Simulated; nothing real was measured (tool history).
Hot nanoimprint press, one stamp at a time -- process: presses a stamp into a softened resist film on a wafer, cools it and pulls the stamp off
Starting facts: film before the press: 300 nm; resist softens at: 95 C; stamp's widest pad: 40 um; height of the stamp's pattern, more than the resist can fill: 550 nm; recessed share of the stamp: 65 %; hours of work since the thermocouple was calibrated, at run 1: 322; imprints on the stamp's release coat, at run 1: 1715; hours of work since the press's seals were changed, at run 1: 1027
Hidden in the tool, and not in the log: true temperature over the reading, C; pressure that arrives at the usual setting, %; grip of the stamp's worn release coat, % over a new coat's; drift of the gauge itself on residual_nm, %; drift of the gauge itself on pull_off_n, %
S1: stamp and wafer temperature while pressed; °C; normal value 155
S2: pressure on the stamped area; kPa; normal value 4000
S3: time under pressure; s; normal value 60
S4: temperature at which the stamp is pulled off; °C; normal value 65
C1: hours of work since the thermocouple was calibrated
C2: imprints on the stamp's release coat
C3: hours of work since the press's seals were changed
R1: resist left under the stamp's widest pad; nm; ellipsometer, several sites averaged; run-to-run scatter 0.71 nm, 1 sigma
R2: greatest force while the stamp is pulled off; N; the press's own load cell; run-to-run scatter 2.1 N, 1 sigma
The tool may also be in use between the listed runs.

run     day   S1    S2   S3  S4   C1    C2    C3     R1   R2
  1   0.000  155  4000   60  65  322  1715  1027  170.7  159
  2   2.767  155  4000   60  65  367  2003  1072  172.3  173
  3   5.821  155  4000   60  65  416  2321  1122  173.8  178
      7.967  -- stamp cleaned and given a new release coat
  4  10.108  155  4000   60  65  482   223  1187  176.1  108
     12.708  -- plate thermocouple calibrated
  5  12.762  155  4000   60  65    1   487  1228  180.8  110
  6  14.588  155  4000   60  65   30   677  1257  181.9  123
  7  18.267  147  4000   60  65   90  1060  1317  228.6  132
     21.892  -- press's hydraulic seals changed and the load cell set to zero
  8  22.112  155  4000   60  65  147  1426     4  177.5  147
  9  24.479  155  4000   60  65  185  1673    42  179.9  163
 10  26.558  155  4000   60  65  219  1890    76  179.4  165
 11  29.604  155  4000   60  65  268  2207   125  181.8  181
 12  32.208  148  4000   60  65  310  2479   167  223.3  190
     32.671  -- stamp cleaned and given a new release coat
 13  34.908  155  4000   95  68  350   233   207  161.4  102
     36.858  -- plate thermocouple calibrated, once more
 14  37.412  148  4210  114  70    9   481   245  162.6  104
 15  39.275  146  4700   54  52   39   675   275  204.4  135
 16  43.438  153  4760  119  68  106  1109   343  128.1  126
 17  47.583  155  5800   97  65  174  1541   410  118.0  152
 18  49.733  156  2760   39  64  208  1765   445  211.0  162
 19  52.458  156  2760   39  64  253  2049   489  214.7  175
 20  54.179  155  3790   60  65  280  2228   517  174.7  170
     57.088  -- stamp cleaned and given a new release coat
 21  58.350  155  3790   60  65  344   131   580  175.4  100
 22  61.092  155  3790   60  65  388   417   624  175.0  108
 23  63.233  155  3790   60  65  423   640   659  176.8  117

Forecast each of these 4 alternatives for the next run:
  A  66.133  150  5580  60  65  470  942  706   ?   ?
  B  66.133  148  3790  69  62  470  942  706   ?   ?
  C  66.133  152  3790  49  65  470  942  706   ?   ?
  D  66.133  155  4820  84  65  470  942  706   ?   ?

run     R1   R2
  A  177.7  132
  B  210.1  135
  C  204.4  128
  D  144.3  127
With the hidden condition removed and each run's random variation left untouched, the same runs would have given:
run     R1  R2
  A  163.2  95
  B  196.6  99
  C  191.6  92
  D  132.2  92
